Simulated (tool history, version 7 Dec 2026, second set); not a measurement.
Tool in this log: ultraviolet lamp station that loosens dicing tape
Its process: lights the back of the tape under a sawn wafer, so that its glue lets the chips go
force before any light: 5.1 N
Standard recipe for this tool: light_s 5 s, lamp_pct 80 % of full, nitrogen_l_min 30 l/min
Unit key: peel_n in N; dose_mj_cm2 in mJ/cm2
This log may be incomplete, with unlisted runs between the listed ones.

| run | day | light_s | lamp_pct | nitrogen_l_min | peel_n | dose_mj_cm2 |
|---|---|---|---|---|---|---|
| 1 | 0.000 | 5 | 80 | 30 | 0.289 | 402 |
| 2 | 0.488 | 5 | 80 | 30 | 0.279 | 394 |
| 3 | 1.471 | 5 | 80 | 30 | 0.290 | 395 |
| 4 | 1.979 | 5 | 80 | 30 | 0.300 | 389 |
| 5 | 2.629 | 5 | 80 | 30 | 0.292 | 389 |
|  | 2.738 | window cleaned of glue's vapour |
| 6 | 3.229 | 5 | 80 | 30 | 0.314 | 377 |
| 7 | 4.204 | 7 | 80 | 42 | 0.176 | 520 |
| 8 | 4.846 | 7 | 76 | 14 | 0.333 | 500 |
| 9 | 5.379 | 5 | 80 | 38 | 0.266 | 372 |
| 10 | 6.229 | 4 | 61 | 47 | 0.605 | 225 |
| 11 | 7.008 | 4 | 83 | 30 | 0.473 | 308 |

Here are 4 independent what-if runs from the current tool condition. What would each one return?
| A | 8.017 | 5 | 81 | 58 | ? | ? |
| B | 8.017 | 5 | 72 | 49 | ? | ? |
| C | 8.017 | 3 | 80 | 10 | ? | ? |
| D | 8.017 | 5 | 73 | 30 | ? | ? |

| run | peel_n | dose_mj_cm2 |
|---|---|---|
| A | 0.215 | 372 |
| B | 0.301 | 330 |
| C | 1.564 | 216 |
| D | 0.394 | 335 |
With the hidden condition removed and each run's random variation left untouched, the same runs would have given:
| run | peel_n | dose_mj_cm2 |
|---|---|---|
| A | 0.165 | 480 |
| B | 0.208 | 425 |
| C | 1.138 | 279 |
| D | 0.251 | 432 |
